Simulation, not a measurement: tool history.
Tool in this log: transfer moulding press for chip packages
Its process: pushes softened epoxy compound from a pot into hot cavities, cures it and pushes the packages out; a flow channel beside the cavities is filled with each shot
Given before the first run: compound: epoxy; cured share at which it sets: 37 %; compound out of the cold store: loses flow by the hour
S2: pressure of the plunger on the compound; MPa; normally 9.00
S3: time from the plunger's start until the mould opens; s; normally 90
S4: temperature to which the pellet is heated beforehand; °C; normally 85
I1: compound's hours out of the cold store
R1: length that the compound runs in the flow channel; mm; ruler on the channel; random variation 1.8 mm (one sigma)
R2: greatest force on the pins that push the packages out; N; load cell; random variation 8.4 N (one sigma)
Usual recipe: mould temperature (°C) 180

Run 1, hour 0.0: usual settings; I1 19.3. Result: R1 523 mm, R2 677 N.
At hour 17.9: cavities cleaned with cleaning compound and waxed.
At hour 57.8: mould's thermocouples calibrated.
At hour 78.6: cavities cleaned with cleaning compound and waxed.
Run 2, hour 96.0: usual settings; I1 45.7. Result: R1 448 mm, R2 501 N.
At hour 137.6: cavities cleaned with cleaning compound and waxed.
Run 3, hour 158.4: usual settings; I1 14.5. Result: R1 522 mm, R2 537 N.
At hour 197.0: cavities cleaned with cleaning compound and waxed.
At hour 252.7: cavities cleaned with cleaning compound and waxed.
Run 4, hour 252.7: usual settings but S3 119 s; I1 40.2. Result: R1 450 mm, R2 327 N.
At hour 264.0: plunger's sealing rings changed.
At hour 309.2: cavities cleaned with cleaning compound and waxed.
Run 5, hour 356.5: usual settings but S4 92 °C; I1 13.4. Result: R1 554 mm, R2 648 N.
At hour 364.8: cavities cleaned with cleaning compound and waxed.
At hour 422.5: cavities cleaned with cleaning compound and waxed.
Run 6, hour 454.0: usual settings but S4 76 °C; I1 28.8. Result: R1 508 mm, R2 591 N.
At hour 478.7: cavities cleaned with cleaning compound and waxed.
At hour 537.6: cavities cleaned with cleaning compound and waxed.
Run 7, hour 552.2: usual settings but S4 76 °C; I1 18.4. Result: R1 525 mm, R2 506 N.
At hour 593.8: cavities cleaned with cleaning compound and waxed.
Run 8, hour 644.7: usual settings but S4 76 °C; I1 29.9. Result: R1 491 mm, R2 705 N.
At hour 652.7: cavities cleaned with cleaning compound and waxed.
At hour 713.3: cavities cleaned with cleaning compound and waxed.
Run 9, hour 745.0: usual settings but S4 76 °C; I1 10.3. Result: R1 537 mm, R2 618 N.
At hour 769.9: cavities cleaned with cleaning compound and waxed.
Run 10, hour 795.5: usual settings but S4 76 °C; I1 30.5. Result: R1 480 mm, R2 571 N.
At hour 827.9: cavities cleaned with cleaning compound and waxed.
At hour 849.3: plunger's sealing rings changed.
At hour 890.5: cavities cleaned with cleaning compound and waxed.
Run 11, hour 891.1: usual settings but S4 76 °C; I1 28.5. Result: R1 516 mm, R2 403 N.
At hour 946.5: cavities cleaned with cleaning compound and waxed.
Run 12, hour 956.9: usual settings but S4 92 °C; I1 47.1. Result: R1 470 mm, R2 450 N.
At hour 1002.7: cavities cleaned with cleaning compound and waxed.
Run 13, hour 1039.2: usual settings but S4 92 °C; I1 9.9. Result: R1 562 mm, R2 645 N.
At hour 1059.6: cavities cleaned with cleaning compound and waxed.
Run 14, hour 1094.6: usual settings but mould temperature (°C) 186, S2 7.21 MPa, S4 92 °C; I1 18.3. Result: R1 463 mm, R2 525 N.
At hour 1117.1: cavities cleaned with cleaning compound and waxed.
Run 15, hour 1146.4: usual settings but mould temperature (°C) 183, S2 7.21 MPa, S4 92 °C; I1 18.6. Result: R1 465 mm, R2 554 N.
At hour 1172.0: cavities cleaned with cleaning compound and waxed.
Run 16, hour 1198.1: usual settings but mould temperature (°C) 178, S2 8.77 MPa, S3 98 s; I1 46.5. Result: R1 453 mm, R2 546 N.
At hour 1228.8: cavities cleaned with cleaning compound and waxed.
Run 17, hour 1252.4: usual settings but mould temperature (°C) 178, S2 8.77 MPa, S3 98 s; I1 41.1. Result: R1 461 mm, R2 556 N.
At hour 1284.6: cavities cleaned with cleaning compound and waxed.
At hour 1339.6: cavities cleaned with cleaning compound and waxed.
Run 18, hour 1352.5: usual settings but mould temperature (°C) 186, S2 9.13 MPa, S3 92 s; I1 10.3. Result: R1 525 mm, R2 428 N.
At hour 1400.0: cavities cleaned with cleaning compound and waxed.
At hour 1430.2: plunger's sealing rings changed.
Run 19, hour 1438.5: usual settings but mould temperature (°C) 186, S2 9.13 MPa, S3 92 s; I1 29.2. Result: R1 511 mm, R2 517 N.
At hour 1457.5: cavities cleaned with cleaning compound and waxed.
Run 20, hour 1495.4: usual settings but mould temperature (°C) 178, S3 116 s, S4 95 °C; I1 32.1. Result: R1 515 mm, R2 525 N.
At hour 1513.6: cavities cleaned with cleaning compound and waxed.
Run 21, hour 1548.7: usual settings but mould temperature (°C) 182, S3 72 s, S4 78 °C; I1 34.1. Result: R1 495 mm, R2 812 N.
At hour 1570.0: cavities cleaned with cleaning compound and waxed.
Run 22, hour 1612.5: usual settings but mould temperature (°C) 182, S3 72 s, S4 78 °C; I1 11.9. Result: R1 553 mm, R2 906 N.
At hour 1624.4: cavities cleaned with cleaning compound and waxed.
Run 23, hour 1666.8: usual settings but mould temperature (°C) 182, S3 72 s, S4 78 °C; I1 13.1. Result: R1 544 mm, R2 909 N.
At hour 1683.9: cavities cleaned with cleaning compound and waxed.
Run 24, hour 1728.5: usual settings but mould temperature (°C) 178; I1 12.7. Result: R1 552 mm, R2 801 N.
At hour 1743.5: mould's thermocouples calibrated.
At hour 1745.0: cavities cleaned with cleaning compound and waxed.
Run 25, hour 1782.5: usual settings but mould temperature (°C) 187, S2 10.46 MPa, S3 73 s; I1 23.1. Result: R1 533 mm, R2 564 N.

Branching from run 25: 4 alternative next runs. What would each branch give?
At hour 1806.0: cavities cleaned with cleaning compound and waxed.
Run A, hour 1845.2: usual settings but mould temperature (°C) 186, S2 10.46 MPa, S3 73 s, S4 79 °C; I1 25.8. Result: R1 ?, R2 ?.
At hour 1806.0: cavities cleaned with cleaning compound and waxed.
Run B, hour 1845.2: usual settings but mould temperature (°C) 184, S2 10.46 MPa, S3 73 s; I1 45.9. Result: R1 ?, R2 ?.
At hour 1806.0: cavities cleaned with cleaning compound and waxed.
Run C, hour 1845.2: usual settings but mould temperature (°C) 175, S2 10.46 MPa, S3 97 s, S4 83 °C; I1 14.2. Result: R1 ?, R2 ?.
At hour 1806.0: cavities cleaned with cleaning compound and waxed.
Run D, hour 1845.2: usual settings but mould temperature (°C) 174, S2 10.46 MPa, S3 98 s, S4 87 °C; I1 24.1. Result: R1 ?, R2 ?.

run   R1   R2
  A  525  631
  B  478  631
  C  584  729
  D  560  713
Without the tool's hidden state the same runs would have given:
run   R1   R2
  A  555  380
  B  505  382
  C  618  440
  D  592  429
